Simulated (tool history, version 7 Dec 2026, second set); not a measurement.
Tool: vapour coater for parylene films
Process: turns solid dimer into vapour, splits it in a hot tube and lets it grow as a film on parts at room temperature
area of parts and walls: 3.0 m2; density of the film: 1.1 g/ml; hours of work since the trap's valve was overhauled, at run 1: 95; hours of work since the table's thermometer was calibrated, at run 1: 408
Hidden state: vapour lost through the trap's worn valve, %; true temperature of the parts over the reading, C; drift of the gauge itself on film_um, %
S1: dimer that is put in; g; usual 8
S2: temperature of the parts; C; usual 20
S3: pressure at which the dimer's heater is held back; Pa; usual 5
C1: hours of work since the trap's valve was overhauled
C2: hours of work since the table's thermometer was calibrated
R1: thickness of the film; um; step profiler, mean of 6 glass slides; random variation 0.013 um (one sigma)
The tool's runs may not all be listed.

run   hour  S1  S2    S3   C1   C2    R1
  1      0   8  20     5   95  408   1.6
  2   31.3   8  20     5  122  435  1.62
  3   51.2   7  20     5  139  452  1.42
  4   70.8   7  20     5  155  469  1.41
  5   98.5   8  20     5  179  492  1.61
  6  122.7   8  20     5  200  513  1.62
  7  145.7   8  20     5  219  533  1.62
     160.4  -- trap's valve overhauled
  8  178.8   8  20  7.19   16  557  1.58
  9  208.5   8  20  7.19   41  583  1.59
 10  231.4   8  20  7.19   61  602  1.58
 11    249   8  20  7.19   76  617  1.59
 12  274.5   8  20     5   97  639  1.62
 13    296   7  20     5  116  658  1.41
 14  330.2   7  20     5  145  687  1.41
 15  361.6   4  20     5  172  714  0.81
 16  390.8   4  20  2.04  197  738  0.83
 17  416.4   3  20  4.86  219  760  0.59
     432.2  -- trap's valve overhauled
 18  437.4   3  20  4.86    4  775  0.62
 19  474.7   3  16  4.86   36  807  0.75
 20    492   3  16  4.86   51  821  0.75
 21  520.1   3  16  4.86   75  845  0.74
 22  540.8   3  16  4.86   93  863  0.73
 23  573.7   3  16  4.86  121  891  0.72
 24  591.3   3  16  4.86  136  906  0.74
 25  613.4   7  18  4.86  155  925  1.57
 26  628.8   7  15  4.86  168  938   1.8
 27  651.6   7  15  4.86  187  958  1.76
 28  677.6   6  27  2.39  210  980   0.9

4 ways to go on from here, each from the tool as it stands after run 28. What would each give?
  A  696.3   4  21  2.56  225  996   ?
  B  696.3   7  13  7.52  225  996   ?
  C  696.3   9  19  3.46  225  996   ?
  D  696.3   4  15  2.39  225  996   ?

run    R1
  A  0.79
  B  1.94
  C  1.96
  D  1.08
Without the tool's hidden state the same runs would have given:
run    R1
  A  0.79
  B  1.95
  C  1.97
  D  1.08

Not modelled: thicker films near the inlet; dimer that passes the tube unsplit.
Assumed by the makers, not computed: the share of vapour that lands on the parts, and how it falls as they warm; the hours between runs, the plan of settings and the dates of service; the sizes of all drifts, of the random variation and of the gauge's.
